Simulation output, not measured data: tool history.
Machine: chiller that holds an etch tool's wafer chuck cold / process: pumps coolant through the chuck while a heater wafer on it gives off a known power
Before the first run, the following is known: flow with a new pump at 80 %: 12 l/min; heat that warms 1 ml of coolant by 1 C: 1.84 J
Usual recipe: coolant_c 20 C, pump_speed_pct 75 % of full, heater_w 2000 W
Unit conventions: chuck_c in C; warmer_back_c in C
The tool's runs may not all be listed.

run	hour	coolant_c	pump_speed_pct	heater_w	chuck_c	warmer_back_c
1	0.0	20	75	2000	36.6	6.01
2	81.6	20	75	2000	36.5	6.01
3	204.3	20	75	2000	36.5	6.00
4	379.9	20	75	2680	42.2	8.09
5	511.8	20	75	2680	42.4	8.11
6	603.2	20	75	2000	36.7	6.04
7	717.8	20	75	2000	36.8	6.02
8	874.2	20	75	2000	36.7	5.98
9	985.9	20	75	2000	36.8	6.08
10	1118.1	20	63	2000	39.7	7.32
11	1212.8	20	63	2000	39.6	7.32
12	1374.9	20	63	2000	39.7	7.40
# hour 1384.5: chiller's thermometer calibrated
13	1461.2	20	63	2000	39.5	7.37
14	1539.1	20	63	2000	39.6	7.34
15	1655.3	20	63	2000	39.6	7.38
16	1746.2	20	63	2000	39.7	7.35
17	1860.8	20	63	2000	40.0	7.33
18	1940.0	20	75	2000	37.0	6.09
19	2123.2	29	75	2188	47.7	6.68
20	2241.0	19	91	2188	34.9	5.46

Run 21 is up next; what results do you expect?
21	2325.9	19	91	2188	?	?

Run 21 measured chuck_c 34.8 C, warmer_back_c 5.45 C.
Were there no unlogged condition in the tool, this run, its random variation unchanged, would have produced chuck_c 33.6 C, warmer_back_c 5.20 C.
